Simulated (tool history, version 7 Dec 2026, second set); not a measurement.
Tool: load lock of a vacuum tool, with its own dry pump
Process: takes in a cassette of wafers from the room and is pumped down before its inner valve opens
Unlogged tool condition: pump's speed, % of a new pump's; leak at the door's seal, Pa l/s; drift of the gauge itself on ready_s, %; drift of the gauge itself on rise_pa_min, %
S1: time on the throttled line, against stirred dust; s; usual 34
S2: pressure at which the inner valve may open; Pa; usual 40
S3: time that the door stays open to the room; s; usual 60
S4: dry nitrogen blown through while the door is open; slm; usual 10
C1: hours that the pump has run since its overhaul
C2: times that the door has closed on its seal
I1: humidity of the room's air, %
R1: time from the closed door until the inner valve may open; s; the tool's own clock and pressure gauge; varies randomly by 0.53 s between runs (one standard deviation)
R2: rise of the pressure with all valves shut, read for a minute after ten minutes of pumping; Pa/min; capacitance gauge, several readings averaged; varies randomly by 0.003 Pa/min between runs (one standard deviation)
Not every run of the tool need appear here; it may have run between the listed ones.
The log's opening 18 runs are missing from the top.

run	day	S1	S2	S3	S4	C1	C2	I1	R1	R2
19	75.646	34	40	101	16	3291	14068	44.6	75.1	0.048
20	80.308	34	40	101	16	3403	14292	45.3	75.1	0.050
21	84.550	34	41	39	16	3505	14496	49.7	75.0	0.046
22	87.121	19	31	58	9	3567	14620	41.6	65.7	0.050
23	91.579	34	53	25	10	3674	14834	44.9	73.6	0.045
24	94.571	41	63	31	45	3746	14978	45.9	77.5	0.041
25	99.012	41	63	31	45	3852	15191	47.1	78.2	0.038
26	102.233	57	40	226	8	3930	15346	44.8	91.6	0.070

Estimate the outcome of run 27 from the log above:
27	106.058	57	40	226	8	4021	15530	45.0	?	?

R1: 92.8 s
R2: 0.079 Pa/min
The same run, on a tool lacking any hidden state, would have yielded R1 90.4 s, R2 0.048 Pa/min.
